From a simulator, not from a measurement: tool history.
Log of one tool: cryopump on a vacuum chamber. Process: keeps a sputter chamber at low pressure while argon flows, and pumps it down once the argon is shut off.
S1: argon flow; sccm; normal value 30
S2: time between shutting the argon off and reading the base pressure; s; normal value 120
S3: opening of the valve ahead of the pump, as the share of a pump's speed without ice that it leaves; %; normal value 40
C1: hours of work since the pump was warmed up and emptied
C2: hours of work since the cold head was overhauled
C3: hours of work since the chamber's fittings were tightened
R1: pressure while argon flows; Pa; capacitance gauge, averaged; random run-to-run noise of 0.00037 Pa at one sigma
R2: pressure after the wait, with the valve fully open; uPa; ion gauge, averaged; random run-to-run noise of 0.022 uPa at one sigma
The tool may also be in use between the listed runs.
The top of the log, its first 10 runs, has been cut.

run,hour,S1,S2,S3,C1,C2,C3,R1,R2
11,575.7,30,120,40,970,970,182,0.0612,0.80
12,655.2,30,120,40,1004,1004,215,0.0610,0.86
13,726.1,30,120,40,1033,1033,245,0.0613,0.88
# hour 767.1: pump warmed up, emptied and cooled again
14,768.0,30,120,40,0,1048,260,0.0584,0.85
15,810.8,30,120,33,18,1066,278,0.0697,0.87
16,878.1,30,120,33,46,1094,306,0.0705,0.92
17,945.5,30,120,33,74,1122,334,0.0705,0.91
18,995.2,30,120,33,95,1143,355,0.0701,0.93
19,1048.0,30,120,33,117,1165,376,0.0707,0.89
20,1110.7,30,120,33,143,1191,403,0.0703,0.95
21,1159.8,30,120,33,163,1211,423,0.0705,0.94
22,1212.2,26,27,52,185,1233,445,0.0392,2.73
23,1259.9,30,123,42,205,1253,465,0.0560,1.05
24,1310.5,15,120,38,226,1274,486,0.0311,1.01
25,1375.6,24,120,47,253,1301,513,0.0396,1.05
26,1415.2,30,175,29,270,1318,529,0.0813,0.95
27,1459.5,30,175,29,288,1336,548,0.0805,0.93
28,1509.4,50,119,43,309,1357,569,0.0917,1.10
29,1550.7,50,119,43,326,1374,586,0.0913,1.10
30,1591.4,30,174,43,343,1391,603,0.0549,0.96
31,1644.4,23,202,43,365,1413,625,0.0425,0.97
32,1697.5,30,131,22,387,1435,647,0.1058,1.14
33,1734.3,30,258,24,403,1451,662,0.0966,0.90

Branching from run 33: 4 alternative next runs. What would each branch give?
A,1798.1,45,174,24,429,1477,689,?,?
B,1798.1,34,143,20,429,1477,689,?,?
C,1798.1,34,70,28,429,1477,689,?,?
D,1798.1,30,68,40,429,1477,689,?,?

run,R1,R2
A,0.1462,1.07
B,0.1320,1.14
C,0.0946,1.56
D,0.0591,1.58
With no hidden state in the tool, these same runs would have given:
run,R1,R2
A,0.1433,0.49
B,0.1298,0.55
C,0.0924,0.99
D,0.0572,1.01
